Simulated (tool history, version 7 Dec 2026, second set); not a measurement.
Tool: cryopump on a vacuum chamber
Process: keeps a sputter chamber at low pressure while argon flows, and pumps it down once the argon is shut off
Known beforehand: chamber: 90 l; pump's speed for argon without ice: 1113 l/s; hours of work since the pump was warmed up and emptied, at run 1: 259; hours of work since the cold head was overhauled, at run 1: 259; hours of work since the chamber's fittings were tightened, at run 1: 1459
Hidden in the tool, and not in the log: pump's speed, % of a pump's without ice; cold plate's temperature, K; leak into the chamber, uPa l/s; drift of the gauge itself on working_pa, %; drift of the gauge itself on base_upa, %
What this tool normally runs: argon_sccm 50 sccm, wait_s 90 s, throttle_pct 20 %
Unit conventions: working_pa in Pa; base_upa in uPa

| run | hour | argon_sccm | wait_s | throttle_pct | hours of work since the pump was warmed up and emptied | hours of work since the cold head was overhauled | hours of work since the chamber's fittings were tightened | working_pa | base_upa |
|---|---|---|---|---|---|---|---|---|---|
| 1 | 0.0 | 50 | 90 | 20 | 259 | 259 | 1459 | 0.3880 | 3.01 |
| 2 | 15.0 | 50 | 90 | 22 | 265 | 265 | 1465 | 0.3513 | 3.07 |
| 3 | 28.7 | 50 | 90 | 22 | 270 | 270 | 1471 | 0.3522 | 3.06 |
| 4 | 43.6 | 50 | 90 | 22 | 276 | 276 | 1477 | 0.3523 | 3.01 |
| 5 | 64.3 | 47 | 90 | 20 | 285 | 285 | 1485 | 0.3629 | 3.13 |
| 6 | 96.2 | 50 | 90 | 20 | 298 | 298 | 1498 | 0.3873 | 3.18 |
| 7 | 111.5 | 50 | 90 | 29 | 304 | 304 | 1504 | 0.2716 | 3.16 |
| 8 | 129.8 | 50 | 77 | 20 | 311 | 311 | 1511 | 0.3883 | 3.35 |
| 9 | 154.3 | 50 | 77 | 20 | 321 | 321 | 1521 | 0.3914 | 3.34 |
| 10 | 172.3 | 50 | 77 | 20 | 328 | 328 | 1528 | 0.3867 | 3.29 |
| 11 | 200.6 | 50 | 77 | 23 | 339 | 339 | 1540 | 0.3393 | 3.44 |
| 12 | 232.2 | 50 | 77 | 23 | 352 | 352 | 1552 | 0.3402 | 3.33 |
| 13 | 250.5 | 50 | 77 | 23 | 360 | 360 | 1560 | 0.3406 | 3.38 |
| 14 | 281.8 | 50 | 77 | 23 | 372 | 372 | 1572 | 0.3409 | 3.38 |
| 15 | 301.9 | 50 | 77 | 23 | 380 | 380 | 1580 | 0.3389 | 3.47 |
| 16 | 332.0 | 50 | 77 | 23 | 392 | 392 | 1592 | 0.3423 | 3.52 |
| 17 | 347.9 | 27 | 157 | 32 | 399 | 399 | 1599 | 0.1351 | 2.80 |
| 18 | 380.2 | 27 | 157 | 32 | 412 | 412 | 1612 | 0.1346 | 2.90 |
| 19 | 394.6 | 27 | 157 | 32 | 417 | 417 | 1618 | 0.1347 | 2.84 |
| 20 | 413.9 | 50 | 90 | 25 | 425 | 425 | 1625 | 0.3149 | 3.28 |
| 21 | 436.2 | 68 | 27 | 20 | 434 | 434 | 1634 | 0.5310 | 6.31 |
| 22 | 465.6 | 78 | 84 | 33 | 446 | 446 | 1646 | 0.3776 | 3.54 |
| 23 | 485.4 | 76 | 36 | 33 | 454 | 454 | 1654 | 0.3685 | 5.28 |
| 24 | 517.8 | 34 | 90 | 17 | 467 | 467 | 1667 | 0.3141 | 3.46 |
| 25 | 541.0 | 34 | 90 | 17 | 476 | 476 | 1676 | 0.3130 | 3.48 |
| 26 | 571.7 | 49 | 71 | 43 | 488 | 488 | 1689 | 0.1855 | 3.82 |
| 27 | 603.9 | 69 | 135 | 20 | 501 | 501 | 1702 | 0.5457 | 3.08 |
| 28 | 634.8 | 69 | 90 | 16 | 514 | 514 | 1714 | 0.6762 | 3.54 |
| 29 | 665.2 | 30 | 36 | 24 | 526 | 526 | 1726 | 0.1991 | 5.34 |
| 30 | 685.7 | 30 | 36 | 24 | 534 | 534 | 1734 | 0.1988 | 5.47 |
| 31 | 712.4 | 26 | 33 | 24 | 545 | 545 | 1745 | 0.1737 | 5.61 |

How would selected steps in working_pa from run to run divide? Give the signed amount a tool lacking its hidden state would still show from settings, what came in and random variation, and the signed amount left for the hidden state, including any gauge scatter that is not in both of the compared results.
Run 20 -> 21: argon_sccm 50 -> 68, wait_s 90 -> 27, throttle_pct 25 -> 20. working_pa +0.2161 Pa: hidden state +0.0049, all else +0.2112.
Run 23 -> 24: argon_sccm 76 -> 34, wait_s 36 -> 90, throttle_pct 33 -> 17. working_pa -0.0544 Pa: hidden state -0.0109, all else -0.0435.
Run 26 -> 27: argon_sccm 49 -> 69, wait_s 71 -> 135, throttle_pct 43 -> 20. working_pa +0.3602 Pa: hidden state +0.0068, all else +0.3534.
Run 28 -> 29: argon_sccm 69 -> 30, wait_s 90 -> 36, throttle_pct 16 -> 24. working_pa -0.4771 Pa: hidden state -0.0118, all else -0.4653.

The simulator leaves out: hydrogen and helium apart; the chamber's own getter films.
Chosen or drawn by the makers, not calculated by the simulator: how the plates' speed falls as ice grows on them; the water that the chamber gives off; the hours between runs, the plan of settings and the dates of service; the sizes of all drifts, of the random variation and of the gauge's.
